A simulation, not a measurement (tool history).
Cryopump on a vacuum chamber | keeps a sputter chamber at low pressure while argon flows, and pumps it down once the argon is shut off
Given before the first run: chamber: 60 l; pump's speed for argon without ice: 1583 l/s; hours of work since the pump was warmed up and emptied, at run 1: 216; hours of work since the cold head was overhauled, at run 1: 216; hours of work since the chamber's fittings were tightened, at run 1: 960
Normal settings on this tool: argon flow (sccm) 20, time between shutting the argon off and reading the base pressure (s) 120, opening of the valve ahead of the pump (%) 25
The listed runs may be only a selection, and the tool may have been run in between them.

run   hour  argon flow (sccm)  time between shutting the argon off and reading the base pressure (s)  opening of the valve ahead of the pump (%)  hours of work since the pump was warmed up and emptied  hours of work since the cold head was overhauled  hours of work since the chamber's fittings were tightened  pressure while argon flows (Pa)  pressure after the wait (uPa)
  1    0.0                 20                                                                    120                                          25                                                     216                                               216                                                        960                           0.0867                           1.85
  2   11.2                 23                                                                    120                                          25                                                     222                                               222                                                        966                           0.0997                           1.90
  3   26.8                 10                                                                    120                                          25                                                     231                                               231                                                        974                           0.0437                           1.91
  4   36.3                 10                                                                    120                                          25                                                     236                                               236                                                        979                           0.0433                           1.92
  5   47.7                 10                                                                    120                                          25                                                     242                                               242                                                        985                           0.0431                           1.88
  6   65.7                 10                                                                    120                                          25                                                     252                                               252                                                        995                           0.0440                           1.92
  7   74.2                 20                                                                    120                                          25                                                     256                                               256                                                       1000                           0.0877                           1.99
  8   90.1                 20                                                                    120                                          25                                                     265                                               265                                                       1008                           0.0874                           1.98
  9  103.9                 20                                                                    120                                          25                                                     272                                               272                                                       1016                           0.0872                           1.97
 10  111.9                 14                                                                    120                                          25                                                     276                                               276                                                       1020                           0.0602                           2.03
 11  122.3                 14                                                                    120                                          25                                                     282                                               282                                                       1026                           0.0601                           2.06
 12  133.0                 14                                                                    120                                          25                                                     288                                               288                                                       1031                           0.0594                           2.07
 13  141.2                 14                                                                    120                                          40                                                     292                                               292                                                       1036                           0.0392                           1.99
 14  152.4                 14                                                                    120                                          40                                                     298                                               298                                                       1042                           0.0385                           2.01
 15  163.0                 20                                                                     38                                          25                                                     304                                               304                                                       1048                           0.0875                           3.10
 16  170.5                 20                                                                     38                                          25                                                     308                                               308                                                       1052                           0.0877                           3.12
 17  180.6                 20                                                                     38                                          25                                                     313                                               313                                                       1057                           0.0886                           3.08
 18  197.1                 20                                                                     38                                          25                                                     322                                               322                                                       1066                           0.0873                           3.04
 19  210.7                 20                                                                    120                                          49                                                     330                                               330                                                       1073                           0.0451                           2.07
 20  225.5                 20                                                                    120                                          49                                                     338                                               338                                                       1081                           0.0462                           2.15
 21  235.5                 31                                                                    234                                          16                                                     343                                               343                                                       1086                           0.2097                           1.82
 22  246.6                 16                                                                     49                                          58                                                     349                                               349                                                       1092                           0.0309                           2.79
 23  262.0                 16                                                                     49                                          58                                                     357                                               357                                                       1101                           0.0320                           2.89
 24  272.1                 16                                                                     49                                          58                                                     363                                               363                                                       1106                           0.0312                           2.84
 25  289.0                 16                                                                     49                                          58                                                     372                                               372                                                       1115                           0.0330                           2.82
 26  306.9                 16                                                                     49                                          58                                                     381                                               381                                                       1125                           0.0315                           2.87
 27  314.6                 20                                                                    120                                          22                                                     386                                               386                                                       1129                           0.0994                           2.17
 28  330.8                 13                                                                    293                                          25                                                     394                                               394                                                       1138                           0.0576                           1.87
 29  340.7                 27                                                                    120                                          15                                                     400                                               400                                                       1143                           0.1953                           2.22
 30  352.0                 24                                                                    187                                          25                                                     406                                               406                                                       1149                           0.1057                           1.98
 31  366.0                 24                                                                    187                                          25                                                     413                                               413                                                       1157                           0.1073                           2.08
 32  376.7                 30                                                                     33                                          25                                                     419                                               419                                                       1162                           0.1321                           3.48
 33  386.7                 30                                                                     33                                          25                                                     424                                               424                                                       1168                           0.1322                           3.54

Some steps in pressure while argon flows (Pa) between neighbouring runs. How much of each would the tool show without its hidden state too (settings, what came in, random variation), and how much is left for the hidden state, with any gauge scatter that isn't in both results?
Hidden state at play: pump's speed, % of a pump's without ice; cold plate's temperature, K; leak into the chamber, uPa l/s; drift of the gauge itself on working_pa, %; drift of the gauge itself on base_upa, %.
Run 20 -> 21: argon flow (sccm) 20 -> 31, time between shutting the argon off and reading the base pressure (s) 120 -> 234, opening of the valve ahead of the pump (%) 49 -> 16. pressure while argon flows (Pa) +0.1635: hidden state +0.0014, all else +0.1621.
Run 21 -> 22: argon flow (sccm) 31 -> 16, time between shutting the argon off and reading the base pressure (s) 234 -> 49, opening of the valve ahead of the pump (%) 16 -> 58. pressure while argon flows (Pa) -0.1788: hidden state -0.0017, all else -0.1771.
Run 28 -> 29: argon flow (sccm) 13 -> 27, time between shutting the argon off and reading the base pressure (s) 293 -> 120, opening of the valve ahead of the pump (%) 25 -> 15. pressure while argon flows (Pa) +0.1377: hidden state +0.0020, all else +0.1357.
